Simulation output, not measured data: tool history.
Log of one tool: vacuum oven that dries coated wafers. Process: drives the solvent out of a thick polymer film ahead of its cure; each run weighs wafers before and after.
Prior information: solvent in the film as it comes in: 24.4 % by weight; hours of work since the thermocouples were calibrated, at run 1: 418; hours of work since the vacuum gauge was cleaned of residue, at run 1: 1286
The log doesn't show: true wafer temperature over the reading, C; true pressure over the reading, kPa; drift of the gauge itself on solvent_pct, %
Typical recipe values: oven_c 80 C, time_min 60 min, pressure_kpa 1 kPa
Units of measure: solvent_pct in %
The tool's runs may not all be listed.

run     day  oven_c  time_min  pressure_kpa  hours of work since the thermocouples were calibrated  hours of work since the vacuum gauge was cleaned of residue  solvent_pct
  1       0      80        60             1                                                    418                                                         1286         2.86
  2   2.725      80        60             1                                                    453                                                         1321         2.88
  3   5.175      75        60             1                                                    485                                                         1353         4.43
  4   8.104      80        60             1                                                    523                                                         1391         2.87
  5  10.321      80        60             1                                                    552                                                         1419         2.86
  6  11.792      80        60             1                                                    571                                                         1438         2.86
  7  13.688      80        44           1.4                                                    595                                                         1463         4.72
  8  16.575      91        61          1.39                                                    633                                                         1500         1.35
  9  18.842      73        66          2.88                                                    662                                                         1530         7.12
 10  20.729      66        35           1.5                                                    686                                                         1554        12.28

Expected results for the next run?
 11  22.4      66        85           1.2                                                    708                                                         1576            ?

{"run 11": {"solvent_pct": 6.45}}
Take away the tool's hidden state, keep the run-to-run variation as it was, and the same run would have given solvent_pct 6.17 %.
